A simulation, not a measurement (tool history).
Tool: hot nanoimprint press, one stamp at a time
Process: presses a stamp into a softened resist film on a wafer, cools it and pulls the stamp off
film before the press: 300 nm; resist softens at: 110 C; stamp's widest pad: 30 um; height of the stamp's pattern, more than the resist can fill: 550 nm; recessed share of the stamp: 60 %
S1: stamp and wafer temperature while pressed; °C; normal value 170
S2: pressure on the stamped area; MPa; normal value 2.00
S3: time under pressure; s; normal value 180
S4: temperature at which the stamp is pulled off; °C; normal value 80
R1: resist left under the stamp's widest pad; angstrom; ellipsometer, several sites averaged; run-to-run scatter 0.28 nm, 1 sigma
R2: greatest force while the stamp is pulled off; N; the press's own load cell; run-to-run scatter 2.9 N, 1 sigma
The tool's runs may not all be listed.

| run | hour | S1 | S2 | S3 | S4 | R1 | R2 |
|---|---|---|---|---|---|---|---|
| 1 | 0.0 | 170 | 2.00 | 180 | 80 | 1393 | 149 |
| 2 | 13.2 | 170 | 1.33 | 180 | 80 | 1651 | 145 |
| 3 | 27.1 | 170 | 2.00 | 180 | 80 | 1387 | 148 |
| 4 | 44.6 | 170 | 2.00 | 106 | 80 | 1680 | 152 |
| 5 | 65.1 | 170 | 2.00 | 106 | 80 | 1677 | 156 |
| 6 | 80.8 | 170 | 2.00 | 106 | 80 | 1673 | 156 |
| 7 | 94.8 | 170 | 2.00 | 106 | 80 | 1678 | 156 |
| 8 | 113.7 | 170 | 2.00 | 180 | 85 | 1391 | 138 |
| 9 | 132.5 | 169 | 1.43 | 180 | 75 | 1655 | 186 |
|  | 137.3 | plate thermocouple calibrated |
| 10 | 152.6 | 178 | 1.43 | 180 | 75 | 1240 | 194 |
| 11 | 164.9 | 177 | 2.00 | 98 | 80 | 1382 | 167 |
| 12 | 176.0 | 165 | 2.28 | 280 | 86 | 1334 | 133 |
| 13 | 186.5 | 178 | 2.00 | 146 | 80 | 1151 | 173 |
| 14 | 199.6 | 162 | 2.00 | 180 | 80 | 1822 | 174 |
| 15 | 211.0 | 162 | 2.00 | 180 | 80 | 1823 | 177 |

Each row is a separate what-if for the run after 15, all from the same tool condition, not one after another. Results?
| A | 229.7 | 172 | 2.00 | 134 | 72 | ? | ? |
| B | 229.7 | 173 | 2.00 | 180 | 80 | ? | ? |
| C | 229.7 | 162 | 2.24 | 180 | 80 | ? | ? |
| D | 229.7 | 162 | 2.59 | 180 | 80 | ? | ? |
| E | 229.7 | 162 | 1.38 | 226 | 80 | ? | ? |

| run | R1 | R2 |
|---|---|---|
| A | 1439 | 213 |
| B | 1245 | 167 |
| C | 1744 | 175 |
| D | 1654 | 171 |
| E | 1935 | 170 |
Had the tool no hidden state, the same runs would have come out as:
| run | R1 | R2 |
|---|---|---|
| A | 1443 | 168 |
| B | 1249 | 132 |
| C | 1752 | 138 |
| D | 1658 | 135 |
| E | 1950 | 134 |
